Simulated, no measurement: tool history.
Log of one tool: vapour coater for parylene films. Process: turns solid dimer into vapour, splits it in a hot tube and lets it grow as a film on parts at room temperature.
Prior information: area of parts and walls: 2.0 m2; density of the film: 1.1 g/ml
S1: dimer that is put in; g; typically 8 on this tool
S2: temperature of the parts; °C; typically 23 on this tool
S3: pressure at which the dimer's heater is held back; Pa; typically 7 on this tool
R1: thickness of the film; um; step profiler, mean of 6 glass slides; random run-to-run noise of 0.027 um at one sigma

| run | hour | S1 | S2 | S3 | R1 |
|---|---|---|---|---|---|
| 1 | 0 | 8 | 23 | 7 | 2.09 |
| 2 | 63.1 | 8 | 23 | 2.39 | 2.21 |
| 3 | 111.3 | 10 | 23 | 7 | 2.52 |
|  | 123.1 | table's thermometer calibrated |
| 4 | 157 | 10 | 23 | 7 | 2.52 |
|  | 181.2 | trap's valve overhauled |
| 5 | 189 | 10 | 23 | 7 | 2.87 |
| 6 | 244.5 | 10 | 23 | 7 | 2.78 |
| 7 | 282.1 | 8 | 16 | 7 | 2.72 |
| 8 | 311.6 | 8 | 23 | 7 | 2.19 |
| 9 | 359.3 | 8 | 23 | 7 | 2.18 |
| 10 | 407.8 | 8 | 26 | 7 | 1.95 |
| 11 | 442.9 | 8 | 26 | 7 | 1.9 |
| 12 | 479.1 | 4 | 26 | 7 | 0.98 |
| 13 | 518.7 | 4 | 26 | 7 | 0.9 |
| 14 | 577.5 | 8 | 17 | 7 | 2.48 |
|  | 621.4 | trap's valve overhauled |
| 15 | 647.5 | 8 | 17 | 7 | 2.69 |
| 16 | 688.3 | 3 | 23 | 7 | 0.83 |
| 17 | 718.1 | 8 | 23 | 9.98 | 2.1 |
| 18 | 750.9 | 8 | 23 | 7 | 2.16 |
| 19 | 799 | 8 | 23 | 7 | 2.12 |
| 20 | 836 | 4 | 23 | 7 | 1.08 |
| 21 | 896.8 | 4 | 23 | 7 | 1.06 |
| 22 | 927.1 | 9 | 23 | 7 | 2.31 |
| 23 | 973.7 | 9 | 23 | 7 | 2.31 |
| 24 | 1018.4 | 4 | 23 | 2.22 | 1.07 |
|  | 1061.8 | trap's valve overhauled |
| 25 | 1073.3 | 4 | 23 | 2.22 | 1.2 |
| 26 | 1105.2 | 8 | 20 | 5.55 | 2.46 |
| 27 | 1170.5 | 8 | 20 | 5.55 | 2.41 |
| 28 | 1226 | 4 | 23 | 7 | 1.09 |
| 29 | 1254.8 | 5 | 22 | 7 | 1.37 |
| 30 | 1284.5 | 5 | 22 | 7 | 1.38 |
| 31 | 1321.2 | 13 | 22 | 2.89 | 3.67 |
| 32 | 1359.6 | 4 | 30 | 5.95 | 0.84 |

Estimate the outcome of run 33 from the log above:
| 33 | 1423.7 | 4 | 30 | 5.95 | ? |

{"run 33": {"R1": 0.84}}
Without the tool's hidden state the same run would have given R1 0.94 um.
